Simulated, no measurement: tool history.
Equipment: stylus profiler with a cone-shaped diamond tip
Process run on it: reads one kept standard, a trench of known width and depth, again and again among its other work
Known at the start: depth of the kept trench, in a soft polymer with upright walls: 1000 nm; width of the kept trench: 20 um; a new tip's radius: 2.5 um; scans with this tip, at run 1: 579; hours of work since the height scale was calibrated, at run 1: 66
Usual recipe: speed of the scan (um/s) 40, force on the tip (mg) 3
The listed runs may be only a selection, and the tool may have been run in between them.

| run | hour | speed of the scan (um/s) | force on the tip (mg) | scans with this tip | hours of work since the height scale was calibrated | depth of the trench (nm) | width of the trench's floor (nm) |
|---|---|---|---|---|---|---|---|
| 1 | 0 | 40 | 3 | 579 | 66 | 1017.32 | 15760 |
| 2 | 42.3 | 40 | 3 | 828 | 95 | 1016.96 | 15760 |
| 3 | 94.8 | 10 | 3 | 1137 | 130 | 1017.38 | 15800 |
| 4 | 149.6 | 10 | 3 | 1460 | 167 | 1016.99 | 15760 |
| 5 | 179.6 | 10 | 3 | 1636 | 187 | 1017.16 | 15700 |
| 6 | 214.3 | 40 | 5.62 | 1840 | 211 | 1026.44 | 15710 |
| 7 | 269.7 | 40 | 3 | 2167 | 248 | 1016.63 | 15610 |
| 8 | 320.1 | 40 | 3 | 2463 | 282 | 1016.93 | 15570 |
| 9 | 347.2 | 40 | 3 | 2623 | 301 | 1016.64 | 15540 |
| 10 | 383.7 | 40 | 3 | 2838 | 325 | 1016.74 | 15540 |
| 11 | 426.3 | 22 | 1.48 | 3088 | 354 | 1009.91 | 15510 |
| 12 | 458.3 | 60 | 8.03 | 3276 | 375 | 1032.82 | 15530 |
| 13 | 482.8 | 10 | 7.13 | 3421 | 392 | 1030.56 | 15580 |
| 14 | 509 | 10 | 7.13 | 3575 | 410 | 1029.99 | 15550 |
| 15 | 549.7 | 73 | 7.98 | 3815 | 437 | 1032.69 | 15430 |
| 16 | 579.3 | 118 | 1.73 | 3989 | 457 | 1010.68 | 15230 |
| 17 | 628.3 | 63 | 1.42 | 4277 | 490 | 1008.62 | 15320 |
| 18 | 683 | 35 | 5.98 | 4600 | 527 | 1026.91 | 15420 |
| 19 | 719.3 | 25 | 8.09 | 4813 | 552 | 1032.63 | 15430 |

Selected run-to-run steps in depth of the trench (nm), each split into two signed amounts: the part the tool would show with no hidden state at all (from settings, incoming material and random variation), and the remainder, which goes to the hidden state together with any gauge scatter not common to the measured and the hidden-state-free results:
The hidden state here: radius of the tip, um; height scale over the true one, %; drift of the gauge itself on depth_nm, %; drift of the gauge itself on floor_um, %.
Run 11 -> 12: speed of the scan (um/s) 22 -> 60, force on the tip (mg) 1.48 -> 8.03. depth of the trench (nm) +22.91: hidden state -0.1, all else +23.01.
Run 17 -> 18: speed of the scan (um/s) 63 -> 35, force on the tip (mg) 1.42 -> 5.98. depth of the trench (nm) +18.29: hidden state -0.16, all else +18.45.
